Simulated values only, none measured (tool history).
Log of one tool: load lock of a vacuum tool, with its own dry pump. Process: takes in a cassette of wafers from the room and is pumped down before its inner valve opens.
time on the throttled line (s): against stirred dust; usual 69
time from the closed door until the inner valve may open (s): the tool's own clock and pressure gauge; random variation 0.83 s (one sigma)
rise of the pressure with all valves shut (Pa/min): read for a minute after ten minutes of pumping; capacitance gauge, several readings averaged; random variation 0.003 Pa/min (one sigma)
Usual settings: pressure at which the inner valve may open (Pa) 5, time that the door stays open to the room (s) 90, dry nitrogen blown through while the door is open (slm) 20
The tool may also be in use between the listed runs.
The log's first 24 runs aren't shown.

run	hour	time on the throttled line (s)	pressure at which the inner valve may open (Pa)	time that the door stays open to the room (s)	dry nitrogen blown through while the door is open (slm)	hours that the pump has run since its overhaul	times that the door has closed on its seal	incoming humidity of the room's air, %	time from the closed door until the inner valve may open (s)	rise of the pressure with all valves shut (Pa/min)
25	7454.6	58	5	79	18	897	38390	43.1	122.2	0.166
26	7897.3	58	4	49	18	1340	39232	45.2	123.2	0.170
27	8109.2	58	4	49	18	1552	39635	46.5	123.1	0.176
28	8319.6	133	5	177	20	1762	40036	42.9	186.6	0.186
29	8695.3	69	5	192	4	2138	40750	48.5	132.0	0.205
30	9058.7	69	5	192	4	2501	41441	43.0	132.8	0.203
31	9348.5	69	6	175	20	2791	41993	44.2	131.2	0.199
32	9732.0	69	9	90	15	3175	42722	41.0	128.4	0.198
33	10053.5	62	6	212	15	3496	43334	45.6	125.4	0.224
34	10456.8	129	5	90	11	3900	44101	43.6	183.7	0.210
35	10715.0	69	9	90	20	4158	44592	41.7	129.6	0.205
36	10954.3	69	9	90	20	4397	45047	46.1	127.9	0.219
37	11207.2	69	6	37	20	4650	45528	45.5	131.2	0.217

3 ways to go on from here, each from the tool as it stands after run 37. What would each give?
A	11523.9	69	7	90	6	4967	46130	46.9	?	?
B	11523.9	69	6	66	20	4967	46130	44.5	?	?
C	11523.9	69	5	28	20	4967	46130	42.6	?	?

run	time from the closed door until the inner valve may open (s)	rise of the pressure with all valves shut (Pa/min)
A	132.0	0.239
B	132.5	0.224
C	135.1	0.217
Without the tool's hidden state the same runs would have given:
run	time from the closed door until the inner valve may open (s)	rise of the pressure with all valves shut (Pa/min)
A	126.8	0.037
B	127.4	0.022
C	129.7	0.014

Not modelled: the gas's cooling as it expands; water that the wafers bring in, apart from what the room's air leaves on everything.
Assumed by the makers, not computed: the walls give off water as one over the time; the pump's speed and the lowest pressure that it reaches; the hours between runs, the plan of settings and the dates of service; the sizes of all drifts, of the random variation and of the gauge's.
